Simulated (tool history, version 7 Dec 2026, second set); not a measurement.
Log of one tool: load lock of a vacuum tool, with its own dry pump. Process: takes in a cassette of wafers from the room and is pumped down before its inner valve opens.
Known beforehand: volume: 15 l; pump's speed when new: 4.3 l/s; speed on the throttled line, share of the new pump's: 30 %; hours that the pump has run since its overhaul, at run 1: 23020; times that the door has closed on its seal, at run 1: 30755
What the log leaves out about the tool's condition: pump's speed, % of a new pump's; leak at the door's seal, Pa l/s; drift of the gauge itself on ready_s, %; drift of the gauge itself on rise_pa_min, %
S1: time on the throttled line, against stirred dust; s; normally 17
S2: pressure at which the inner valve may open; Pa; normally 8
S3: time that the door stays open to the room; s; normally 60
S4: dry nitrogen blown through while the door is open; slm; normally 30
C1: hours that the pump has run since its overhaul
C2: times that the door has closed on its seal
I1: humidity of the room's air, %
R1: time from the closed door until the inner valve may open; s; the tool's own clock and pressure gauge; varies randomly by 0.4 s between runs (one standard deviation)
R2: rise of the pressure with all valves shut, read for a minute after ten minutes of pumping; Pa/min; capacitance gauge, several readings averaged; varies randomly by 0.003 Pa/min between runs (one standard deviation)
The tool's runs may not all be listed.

run,day,S1,S2,S3,S4,C1,C2,I1,R1,R2
1,0.000,17,8,60,30,23020,30755,42.3,53.3,0.220
2,17.596,17,8,60,30,23442,31969,46.0,53.1,0.233
3,45.592,17,8,60,30,24114,33901,43.9,54.0,0.251
4,64.950,17,8,60,30,24579,35236,43.9,53.8,0.260
# day 80.421: dry pump taken out, an overhauled one fitted
5,92.500,18,8,60,30,290,37120,45.9,45.0,0.280
6,115.367,22,8,219,7,839,38698,46.6,48.7,0.400
7,135.329,22,8,219,7,1318,40075,48.1,48.4,0.419
8,153.971,22,14,219,28,1765,41361,44.2,46.7,0.376
9,173.400,22,14,219,28,2232,42702,45.4,46.9,0.400
10,185.929,17,8,60,30,2532,43566,44.2,44.7,0.334

For each run, the measured value with the value that run would have given without the tool's hidden condition subtracted. The run-to-run variation is shared by both, the gauge scatter possibly not:
run,R1,R2
1,+8.3,+0.171
2,+8.5,+0.182
3,+8.9,+0.203
4,+9.0,+0.210
5,-0.2,+0.228
6,+0.0,+0.239
7,+0.1,+0.250
8,+0.2,+0.264
9,+0.3,+0.279
10,+0.4,+0.285
